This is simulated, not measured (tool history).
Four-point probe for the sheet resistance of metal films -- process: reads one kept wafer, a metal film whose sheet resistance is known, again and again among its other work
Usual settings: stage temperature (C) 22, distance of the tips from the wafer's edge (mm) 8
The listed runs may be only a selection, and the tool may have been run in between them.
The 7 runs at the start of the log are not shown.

run,hour,stage temperature (C),distance of the tips from the wafer's edge (mm),sheet resistance as the instrument gives it (ohm/square)
8,123.5,21,8,25.982644
9,135.1,22,28,25.891047
10,158.2,22,6,26.036726
11,178.7,22,8,25.971005
12,195.8,22,8,25.958692
13,219.7,22,8,25.961015
14,242.3,22,8,25.96557
15,262.3,21,8,25.977037
16,278,22,8,25.959354
17,288.5,22,8,25.968888

Run 18 has not been measured yet. What should we expect?
18,303.7,23,8,?

sheet resistance as the instrument gives it (ohm/square): 25.964736
Minus the tool's unlogged condition, the same run would have read sheet resistance as the instrument gives it (ohm/square) 25.960884.

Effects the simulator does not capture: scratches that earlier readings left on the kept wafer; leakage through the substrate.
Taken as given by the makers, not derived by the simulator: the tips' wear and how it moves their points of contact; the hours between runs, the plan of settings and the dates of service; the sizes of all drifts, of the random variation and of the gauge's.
